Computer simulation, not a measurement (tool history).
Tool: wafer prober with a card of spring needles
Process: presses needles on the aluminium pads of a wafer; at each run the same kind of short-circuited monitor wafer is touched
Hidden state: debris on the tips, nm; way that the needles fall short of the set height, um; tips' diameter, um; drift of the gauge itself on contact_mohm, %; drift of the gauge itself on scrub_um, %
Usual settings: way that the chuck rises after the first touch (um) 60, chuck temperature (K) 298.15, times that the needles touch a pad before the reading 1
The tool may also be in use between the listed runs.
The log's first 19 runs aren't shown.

run	hour	way that the chuck rises after the first touch (um)	chuck temperature (K)	times that the needles touch a pad before the reading	touches since the tips were cleaned	cleanings since the card got new needles	touches since the first contact's height was set	resistance of one needle with its contact and lead (mohm)	way that a needle slides on the pad (um)
# hour 122.5: tips cleaned on abrasive film
20	124.2	54	302.15	1	802	24	86717	210	13.93
# hour 129.9: tips cleaned on abrasive film
21	132	76	359.15	3	956	25	90273	215	19.93
# hour 137.2: tips cleaned on abrasive film
22	139.4	63	298.15	2	1046	26	93691	203	16.33
# hour 144.7: tips cleaned on abrasive film
23	144.7	58	304.15	3	3	27	96082	204	15.26
24	150	58	304.15	3	2473	27	98552	208	14.95
# hour 152.4: tips cleaned on abrasive film
25	155.3	60	383.15	3	1364	28	100973	225	15.72
# hour 160.1: tips cleaned on abrasive film
26	160.2	42	383.15	2	46	29	103196	234	10.9
# hour 167.4: tips cleaned on abrasive film
27	168	60	310.15	2	266	30	106757	208	15.87
# hour 174.9: tips cleaned on abrasive film
28	174.9	63	382.15	2	0	31	109912	222	16.77
# hour 182.1: tips cleaned on abrasive film
29	183.6	76	302.15	2	702	32	113913	201	19.63
# hour 189.7: tips cleaned on abrasive film
30	189.7	47	356.15	1	0	33	116701	225	12.32
31	195.1	60	298.15	1	2494	33	119195	204	15.79
# hour 197.4: tips cleaned on abrasive film
32	203.5	42	303.15	1	2832	34	123089	213	11.09
# hour 204.9: tips cleaned on abrasive film
33	208.6	77	304.15	3	1692	35	125377	202	20.22

Forecast each of these 3 alternatives for the next run:
# hour 212.7: tips cleaned on abrasive film
A	213.3	43	312.15	2	261	36	127512	?	?
# hour 212.7: tips cleaned on abrasive film
B	213.3	77	326.15	2	261	36	127512	?	?
# hour 212.7: tips cleaned on abrasive film
C	213.3	64	325.15	2	261	36	127512	?	?

run	resistance of one needle with its contact and lead (mohm)	way that a needle slides on the pad (um)
A	216	11.37
B	206	20.41
C	209	16.61
Without the tool's hidden state the same runs would have given:
run	resistance of one needle with its contact and lead (mohm)	way that a needle slides on the pad (um)
A	215	11.38
B	206	20.41
C	209	16.62
